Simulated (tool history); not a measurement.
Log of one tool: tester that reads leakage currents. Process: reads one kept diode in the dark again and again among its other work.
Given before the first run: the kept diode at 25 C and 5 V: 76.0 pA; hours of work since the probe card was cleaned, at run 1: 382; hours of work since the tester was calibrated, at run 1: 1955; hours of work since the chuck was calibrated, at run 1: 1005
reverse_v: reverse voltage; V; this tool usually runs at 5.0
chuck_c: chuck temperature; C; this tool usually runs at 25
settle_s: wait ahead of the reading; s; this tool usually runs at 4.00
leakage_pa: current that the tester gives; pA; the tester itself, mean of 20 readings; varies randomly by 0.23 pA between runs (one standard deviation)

run   hour  reverse_v  chuck_c  settle_s  hours of work since the probe card was cleaned  hours of work since the tester was calibrated  hours of work since the chuck was calibrated  leakage_pa
  1    0.0        5.0       25      4.00                                             382                                           1955                                          1005       76.33
  2   84.8        5.0       25      4.00                                             445                                           2018                                          1068       76.37
  3  134.5        5.0       25      4.00                                             482                                           2055                                          1105       76.66
  4  234.0        5.0       25      4.00                                             556                                           2129                                          1179       76.62
  5  304.1        5.0       29      4.00                                             608                                           2181                                          1231      110.93
  6  362.6        5.0       25      2.68                                             651                                           2224                                          1274       76.61
  7  458.1        5.0       27      0.66                                             722                                           2295                                          1345       94.63
  8  518.4        5.0       27      0.66                                             767                                           2340                                          1390       94.29
  9  575.1        5.0       33      0.41                                             809                                           2382                                          1432      164.64
 10  662.1       17.8       25      7.37                                             874                                           2447                                          1497      117.58

What if the next run were any one of these 4? Each begins from the tool's condition after run 10:
  A  722.0       17.8       25      1.99                                             918                                           2491                                          1541           ?
  B  722.0        5.0       25      3.29                                             918                                           2491                                          1541           ?
  C  722.0       17.8       25      0.82                                             918                                           2491                                          1541           ?
  D  722.0       17.8       35      1.01                                             918                                           2491                                          1541           ?

run  leakage_pa
  A      119.83
  B       76.76
  C      124.00
  D      301.88
With the hidden condition removed and each run's random variation left untouched, the same runs would have given:
run  leakage_pa
  A      119.67
  B       76.69
  C      123.84
  D      301.62
